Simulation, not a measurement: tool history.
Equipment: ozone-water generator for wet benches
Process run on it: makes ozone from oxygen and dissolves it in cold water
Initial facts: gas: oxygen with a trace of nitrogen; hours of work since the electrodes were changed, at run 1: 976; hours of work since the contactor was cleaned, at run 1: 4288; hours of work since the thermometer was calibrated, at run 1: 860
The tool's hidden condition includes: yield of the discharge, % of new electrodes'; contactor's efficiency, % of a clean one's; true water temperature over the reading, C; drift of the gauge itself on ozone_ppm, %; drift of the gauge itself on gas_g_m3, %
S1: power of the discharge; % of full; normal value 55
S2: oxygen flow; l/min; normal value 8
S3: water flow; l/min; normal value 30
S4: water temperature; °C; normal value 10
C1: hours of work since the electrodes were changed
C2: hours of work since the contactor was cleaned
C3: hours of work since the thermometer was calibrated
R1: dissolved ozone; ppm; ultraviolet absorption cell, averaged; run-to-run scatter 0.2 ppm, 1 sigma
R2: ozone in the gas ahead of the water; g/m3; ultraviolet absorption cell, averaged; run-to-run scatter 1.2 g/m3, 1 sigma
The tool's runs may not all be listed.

run   hour  S1    S2  S3  S4    C1    C2    C3    R1     R2
  1      0  55     8  30  10   976  4288   860  29.6    212
  2   20.1  55     8  30  10   990  4301   874  29.2  211.2
  3   55.2  55     8  30  10  1014  4325   897  29.5  213.4
  4   71.9  55  8.86  30  10  1025  4336   909  30.1  205.7
  5   90.2  55  8.86  30  10  1037  4349   921  30.1  207.1
  6  115.4  55     8  30  10  1054  4366   938  29.3  213.8
  7  132.8  55     8  30  10  1066  4377   950  29.4  214.9
  8    160  55     8  30  10  1084  4396   968  29.5  213.4
  9  176.2  55     8  30  10  1095  4407   979  29.1  212.7
 10  199.4  55     8  30  10  1111  4422   995  28.8  215.2
 11  225.6  55     8  30  10  1129  4440  1013    29  214.7
 12  254.7  55     8  30  10  1148  4460  1032  29.4    214
 13  285.8  55     8  30  10  1169  4481  1053  29.3  213.4
 14  305.8  55     8  30  10  1183  4494  1067  29.5  214.7
 15  323.2  55     8  30  10  1195  4506  1078  29.2  215.3
 16  342.5  55     8  30  10  1208  4519  1091  29.1  215.9
 17  361.5  56  8.46  29   9  1220  4532  1104  31.5  211.6
 18  399.6  70  4.43  30  10  1246  4558  1130  28.6  311.2
 19  420.1  70  4.43  30  10  1260  4571  1144  28.4  311.5
 20  439.1  65  4.13  34  17  1273  4584  1157  21.9  300.9
 21  471.8  76  7.18  34   5  1295  4606  1179  33.9  282.6
 22  508.5  76  7.18  34   5  1320  4631  1204  33.5  284.5
 23  539.2  77  7.18  38  16  1340  4652  1224  27.5  285.2
 24  563.3  55     8  30  15  1357  4668  1241  27.5  217.5
 25  587.2  55     8  30  15  1373  4684  1257  27.4  217.5
 26  605.3  55     8  30  15  1385  4696  1269  27.4  215.2
 27  642.2  55   8.9  43  12  1410  4721  1294  21.5  208.8
 28  679.2  43  8.42  40  12  1435  4746  1319  19.1  178.1
 29  712.3  77     8  41  11  1457  4769  1341  28.2  275.1
 30  735.1  77     8  41  11  1473  4784  1357  28.2  278.7
 31    756  77     8  41  11  1487  4798  1371  28.5  277.9
 32  787.3  77     8  41  11  1508  4819  1392  28.6  277.2

Below are 4 alternative next runs, each starting from the tool's condition after run 32. Predict each:
  A  820.6  62      8  41  11  1530  4842  1414   ?   ?
  B  820.6  64   4.08  34  10  1530  4842  1414   ?   ?
  C  820.6  77  11.23  41   8  1530  4842  1414   ?   ?
  D  820.6  77   9.43  41  11  1530  4842  1414   ?   ?

run    R1     R2
  A  24.2  236.9
  B  22.9  300.9
  C  32.6  251.3
  D    30  264.1
Without the tool's unlogged condition, the same runs would have read:
run    R1     R2
  A  24.2  232.1
  B  22.9  294.7
  C  32.7  246.2
  D  30.1  258.7

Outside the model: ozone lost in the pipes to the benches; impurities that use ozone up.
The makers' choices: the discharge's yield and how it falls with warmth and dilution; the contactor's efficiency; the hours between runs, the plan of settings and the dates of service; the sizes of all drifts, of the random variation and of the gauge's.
